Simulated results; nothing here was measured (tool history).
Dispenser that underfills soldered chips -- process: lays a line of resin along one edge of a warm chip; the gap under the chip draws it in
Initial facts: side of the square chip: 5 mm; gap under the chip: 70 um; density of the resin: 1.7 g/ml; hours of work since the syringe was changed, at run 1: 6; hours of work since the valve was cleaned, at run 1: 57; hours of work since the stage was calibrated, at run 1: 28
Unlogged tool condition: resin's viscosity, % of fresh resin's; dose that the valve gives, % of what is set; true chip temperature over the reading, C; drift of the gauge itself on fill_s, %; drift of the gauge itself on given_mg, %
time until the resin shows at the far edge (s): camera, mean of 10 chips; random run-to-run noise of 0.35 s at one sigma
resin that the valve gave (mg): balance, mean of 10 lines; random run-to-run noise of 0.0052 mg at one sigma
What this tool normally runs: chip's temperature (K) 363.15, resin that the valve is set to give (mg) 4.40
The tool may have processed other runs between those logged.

run,hour,chip's temperature (K),resin that the valve is set to give (mg),hours of work since the syringe was changed,hours of work since the valve was cleaned,hours of work since the stage was calibrated,time until the resin shows at the far edge (s),resin that the valve gave (mg)
1,0.0,363.15,4.40,6,57,28,24.6,4.323
2,5.9,370.15,4.40,11,62,33,22.0,4.316
# hour 6.8: new syringe of resin
# hour 9.1: dispensing valve cleaned and set on the balance
3,10.8,363.15,4.40,2,1,36,20.4,4.399
4,15.1,363.15,4.40,6,5,39,23.9,4.397
5,21.4,363.15,3.84,10,10,44,29.9,3.831
# hour 22.9: new syringe of resin
6,26.4,363.15,3.84,3,13,48,22.0,3.819
7,34.0,363.15,3.84,9,19,53,27.4,3.823
# hour 38.3: new syringe of resin
8,39.7,363.15,3.84,1,23,58,19.4,3.812

The next listed run, before its measurement:
9,46.3,363.15,3.72,6,28,63,?,?

Logged for run 9: time until the resin shows at the far edge (s) 25.8, resin that the valve gave (mg) 3.676.
Without the tool's hidden state the same run would have given time until the resin shows at the far edge (s) 19.9, resin that the valve gave (mg) 3.707.

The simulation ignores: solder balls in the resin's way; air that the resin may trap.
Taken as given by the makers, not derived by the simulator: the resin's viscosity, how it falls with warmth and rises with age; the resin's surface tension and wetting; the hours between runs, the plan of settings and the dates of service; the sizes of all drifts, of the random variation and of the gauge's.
